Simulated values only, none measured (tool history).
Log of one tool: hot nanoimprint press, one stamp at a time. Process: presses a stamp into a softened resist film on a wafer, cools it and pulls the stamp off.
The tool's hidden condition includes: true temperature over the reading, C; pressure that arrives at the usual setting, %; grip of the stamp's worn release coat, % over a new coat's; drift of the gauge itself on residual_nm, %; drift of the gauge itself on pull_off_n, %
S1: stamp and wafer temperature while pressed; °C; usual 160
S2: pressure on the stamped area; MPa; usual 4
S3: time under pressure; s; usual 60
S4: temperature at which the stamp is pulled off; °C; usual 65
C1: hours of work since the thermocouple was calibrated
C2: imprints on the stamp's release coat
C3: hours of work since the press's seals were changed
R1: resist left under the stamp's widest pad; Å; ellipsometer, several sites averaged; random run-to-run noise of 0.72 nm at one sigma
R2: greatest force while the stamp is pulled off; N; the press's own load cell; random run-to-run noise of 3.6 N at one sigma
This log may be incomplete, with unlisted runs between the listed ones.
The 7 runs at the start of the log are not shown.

run	day	S1	S2	S3	S4	C1	C2	C3	R1	R2
8	2.675	160	4	60	65	214	1352	247	3784	240
9	2.946	160	4	60	65	217	1373	250	3783	236
10	3.442	160	4	60	65	222	1411	255	3769	236
11	3.725	160	4	60	65	224	1433	258	3766	226
12	4.038	160	4	42	65	228	1457	261	4161	237
13	4.421	160	4	60	65	232	1486	265	3761	234
14	4.654	160	4	60	71	234	1504	267	3743	187
15	5.029	160	4	60	71	238	1533	271	3745	200
16	5.417	164	4	92	65	242	1563	275	2895	233
# day 5.812: stamp cleaned and given a new release coat
17	5.967	167	5.13	50	64	245	12	278	2808	237
18	6.221	167	5.13	50	64	247	32	280	2812	241
# day 6.5: gauge calibrated
19	6.708	167	5.13	50	64	252	69	285	2881	234
20	6.938	160	4	37	65	255	87	288	4361	237
21	7.433	151	4.37	105	51	260	125	293	4068	322
22	7.708	151	4.37	105	51	262	146	296	4083	326
23	7.954	163	4.37	85	58	265	165	298	2972	277
24	8.308	159	2.41	85	58	269	192	302	4532	280

For run 25, what comes out?
25	8.675	159	2.41	85	58	272	220	305	?	?

Run 25 came out at R1 4533 Å, R2 279 N.
Without the tool's hidden state the same run would have given R1 4581 Å, R2 278 N.
